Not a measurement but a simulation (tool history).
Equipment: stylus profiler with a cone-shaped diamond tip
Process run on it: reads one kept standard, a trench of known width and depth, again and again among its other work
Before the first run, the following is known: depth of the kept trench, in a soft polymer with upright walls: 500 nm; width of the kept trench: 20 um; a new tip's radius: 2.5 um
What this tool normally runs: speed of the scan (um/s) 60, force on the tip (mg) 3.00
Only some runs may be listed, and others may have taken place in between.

run    hour  speed of the scan (um/s)  force on the tip (mg)  depth of the trench (nm)  width of the trench's floor (nm)
  1     0.0                        60                   3.00                    503.83                             15590
  2    51.2                        60                   3.00                    503.53                             15540
  3    88.5                        60                   4.83                    506.46                             15620
  4   158.9                        60                   6.92                    509.29                             15610
  5   212.0                        70                   3.00                    503.39                             15440
  6   272.1                        70                   3.00                    503.33                             15420
  7   304.9                        70                   2.42                    502.09                             15370
  8   344.8                       120                   3.00                    503.25                             15140
  9   407.3                       172                   3.00                    503.00                             14910
 10   479.1                       172                   3.00                    503.01                             14850
      512.1  -- height scale calibrated on a step standard
 11   527.4                       172                   3.00                    507.35                             14830
 12   574.5                       172                   3.00                    507.53                             14850
      634.4  -- new tip fitted, height scale calibrated
 13   649.5                       172                   3.00                    507.45                             16190
 14   682.3                        60                   3.00                    507.57                             16640
 15   757.9                        60                   3.00                    507.45                             16640
 16   813.3                        60                   1.43                    504.22                             16500
 17   888.4                        60                   4.31                    509.02                             16640
 18   926.8                        60                   4.31                    509.05                             16660
 19  1003.2                        60                   4.31                    508.88                             16570
 20  1073.0                        60                   4.31                    508.94                             16520
 21  1150.7                        60                   4.31                    508.86                             16500
 22  1192.4                        60                   3.00                    506.52                             16390
 23  1260.8                        60                   3.00                    506.38                             16390
 24  1295.4                        60                   3.00                    506.59                             16320
 25  1334.4                        60                   3.00                    506.29                             16410
 26  1384.9                       169                   4.30                    508.21                             15930
 27  1447.8                       169                   4.30                    508.43                             15920
 28  1482.0                        24                   2.06                    504.22                             16440
 29  1550.8                        53                   3.29                    506.52                             16290
 30  1612.7                        53                   3.29                    506.34                             16230
 31  1653.6                        71                   3.00                    505.62                             16130
 32  1701.5                       177                   1.02                    501.61                             15010
 33  1750.8                       110                   1.37                    502.49                             15720
 34  1794.8                        56                   4.29                    507.52                             16160
 35  1841.5                        21                   1.73                    502.86                             16200
 36  1881.3                        20                   4.45                    507.40                             16270
 37  1913.3                        23                   1.34                    501.99                             16190
 38  1966.6                        96                   6.62                    510.56                             16000
 39  2027.2                       198                   1.26                    501.58                             14890
 40  2079.1                       198                   3.06                    504.89                             15310
 41  2134.3                        39                   5.27                    508.34                             16100
 42  2190.3                        39                   5.27                    508.48                             16060
 43  2236.8                        15                   1.55                    502.05                             16100
 44  2310.6                       213                   1.32                    501.06                             14720
 45  2357.8                        22                   4.56                    506.88                             15970

Each row is a separate what-if for the run after 45, all from the same tool condition, not one after another. Results?
  A  2427.3                        31                   1.08                         ?                                 ?
  B  2427.3                        97                   3.00                         ?                                 ?
  C  2427.3                        45                   3.00                         ?                                 ?
  D  2427.3                        22                   2.68                         ?                                 ?

run  depth of the trench (nm)  width of the trench's floor (nm)
  A                    500.76                             15890
  B                    504.32                             15640
  C                    504.29                             15870
  D                    503.74                             15980
Stripped of hidden state, with their random variation kept, the same runs would have yielded:
run  depth of the trench (nm)  width of the trench's floor (nm)
  A                    504.16                             16790
  B                    507.74                             16550
  C                    507.71                             16780
  D                    507.16                             16880

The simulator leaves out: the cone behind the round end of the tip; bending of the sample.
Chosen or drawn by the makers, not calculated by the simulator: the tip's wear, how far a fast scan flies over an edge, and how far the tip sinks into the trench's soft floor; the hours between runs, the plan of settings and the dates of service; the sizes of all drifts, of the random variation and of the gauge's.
